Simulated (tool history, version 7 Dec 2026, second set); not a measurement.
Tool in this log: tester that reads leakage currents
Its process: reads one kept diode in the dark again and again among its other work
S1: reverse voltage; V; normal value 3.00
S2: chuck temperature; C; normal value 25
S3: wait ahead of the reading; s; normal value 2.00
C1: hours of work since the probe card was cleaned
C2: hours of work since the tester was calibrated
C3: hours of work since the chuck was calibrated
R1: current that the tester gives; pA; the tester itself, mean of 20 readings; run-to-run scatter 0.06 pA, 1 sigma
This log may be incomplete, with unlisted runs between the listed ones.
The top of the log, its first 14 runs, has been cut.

run    hour     S1  S2    S3    C1    C2   C3      R1
 15  2783.4   3.00  25  2.00  3053  2374  898   16.96
     2995.5  -- chuck's temperature calibrated
 16  2995.5   3.00  25  2.00  3194  2516    0   19.16
     3159.4  -- probe card cleaned and baked
 17  3208.4   3.00  48  2.00    33  2657  141   71.49
 18  3395.5   2.02  25  2.00   159  2783  267    9.05
 19  3635.4   5.63  25  4.59   321  2945  429   15.62
 20  3755.9   5.31  20  2.00   402  3026  510   10.81
 21  3856.8  16.93  44  2.00   470  3094  578  121.45
 22  4062.1   3.00  25  1.24   608  3232  716   11.84
 23  4305.8   3.06  43  0.56   772  3396  880   47.05
 24  4432.8   2.26  27  7.75   857  3482  966   11.68

Forecast run 25:
     4550.7  -- chuck's temperature calibrated
 25  4550.7  2.77  27  7.75  935  3560   0   ?

R1: 14.78 pA
Minus the tool's unlogged condition, the same run would have read R1 12.37 pA.

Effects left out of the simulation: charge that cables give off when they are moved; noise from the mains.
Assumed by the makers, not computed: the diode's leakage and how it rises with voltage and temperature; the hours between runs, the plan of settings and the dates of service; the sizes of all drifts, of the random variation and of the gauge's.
